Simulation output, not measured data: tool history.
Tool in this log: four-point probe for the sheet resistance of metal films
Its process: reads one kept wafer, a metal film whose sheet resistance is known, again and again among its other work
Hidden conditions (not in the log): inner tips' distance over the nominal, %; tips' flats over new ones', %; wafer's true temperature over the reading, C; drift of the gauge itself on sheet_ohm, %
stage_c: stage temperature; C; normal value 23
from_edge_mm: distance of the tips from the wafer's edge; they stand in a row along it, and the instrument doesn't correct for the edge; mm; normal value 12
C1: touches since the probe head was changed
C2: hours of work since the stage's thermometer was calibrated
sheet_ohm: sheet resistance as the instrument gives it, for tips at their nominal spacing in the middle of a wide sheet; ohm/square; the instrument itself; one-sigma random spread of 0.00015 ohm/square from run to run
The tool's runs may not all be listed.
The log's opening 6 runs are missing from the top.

run 7 hour=499.5 | stage_c=23 from_edge_mm=7 | C1=27111 C2=2158 | sheet_ohm=0.73898
run 8 hour=601 | stage_c=23 from_edge_mm=7 | C1=32844 C2=2234 | sheet_ohm=0.738976
run 9 hour=675 | stage_c=23 from_edge_mm=7 | C1=37031 C2=2289 | sheet_ohm=0.739161
run 10 hour=799.8 | stage_c=23 from_edge_mm=7 | C1=44081 C2=2382 | sheet_ohm=0.739038
run 11 hour=882.5 | stage_c=23 from_edge_mm=7 | C1=48755 C2=2443 | sheet_ohm=0.739099
-- hour=912.6 stage's thermometer calibrated
run 12 hour=999.9 | stage_c=23 from_edge_mm=7 | C1=55363 C2=65 | sheet_ohm=0.738666
run 13 hour=1084.2 | stage_c=26 from_edge_mm=7 | C1=60125 C2=128 | sheet_ohm=0.739714
run 14 hour=1144.1 | stage_c=26 from_edge_mm=7 | C1=63511 C2=172 | sheet_ohm=0.739788
run 15 hour=1247.9 | stage_c=26 from_edge_mm=7 | C1=69381 C2=250 | sheet_ohm=0.739318
run 16 hour=1342.3 | stage_c=26 from_edge_mm=7 | C1=74716 C2=320 | sheet_ohm=0.739836
run 17 hour=1428.6 | stage_c=26 from_edge_mm=7 | C1=79592 C2=384 | sheet_ohm=0.739342
run 18 hour=1572.7 | stage_c=23 from_edge_mm=12 | C1=87738 C2=491 | sheet_ohm=0.730802
run 19 hour=1676.6 | stage_c=23 from_edge_mm=12 | C1=93607 C2=569 | sheet_ohm=0.730639
run 20 hour=1740.9 | stage_c=23 from_edge_mm=5 | C1=97242 C2=617 | sheet_ohm=0.750727
run 21 hour=1868.7 | stage_c=23 from_edge_mm=3 | C1=104462 C2=712 | sheet_ohm=0.790005
run 22 hour=2010.2 | stage_c=23 from_edge_mm=12 | C1=112460 C2=817 | sheet_ohm=0.73033
run 23 hour=2135.8 | stage_c=29 from_edge_mm=44 | C1=119561 C2=910 | sheet_ohm=0.727648
run 24 hour=2283.1 | stage_c=23 from_edge_mm=42 | C1=127883 C2=1020 | sheet_ohm=0.726414
run 25 hour=2388.9 | stage_c=18 from_edge_mm=15 | C1=133865 C2=1099 | sheet_ohm=0.728004
run 26 hour=2531.3 | stage_c=19 from_edge_mm=14 | C1=141911 C2=1205 | sheet_ohm=0.72863
run 27 hour=2658.3 | stage_c=26 from_edge_mm=16 | C1=149092 C2=1299 | sheet_ohm=0.729305
run 28 hour=2782.3 | stage_c=26 from_edge_mm=16 | C1=156099 C2=1392 | sheet_ohm=0.729257
run 29 hour=2921.7 | stage_c=19 from_edge_mm=69 | C1=163975 C2=1495 | sheet_ohm=0.725683

What does the tool deliver on the next run?
run 30 hour=3021.5 | stage_c=18 from_edge_mm=37 | C1=169620 C2=1570 | sheet_ohm=?

{"run 30": {"sheet_ohm": 0.725851}}
Take away the tool's hidden state, keep the run-to-run variation as it was, and the same run would have given sheet_ohm 0.726003 ohm/square.
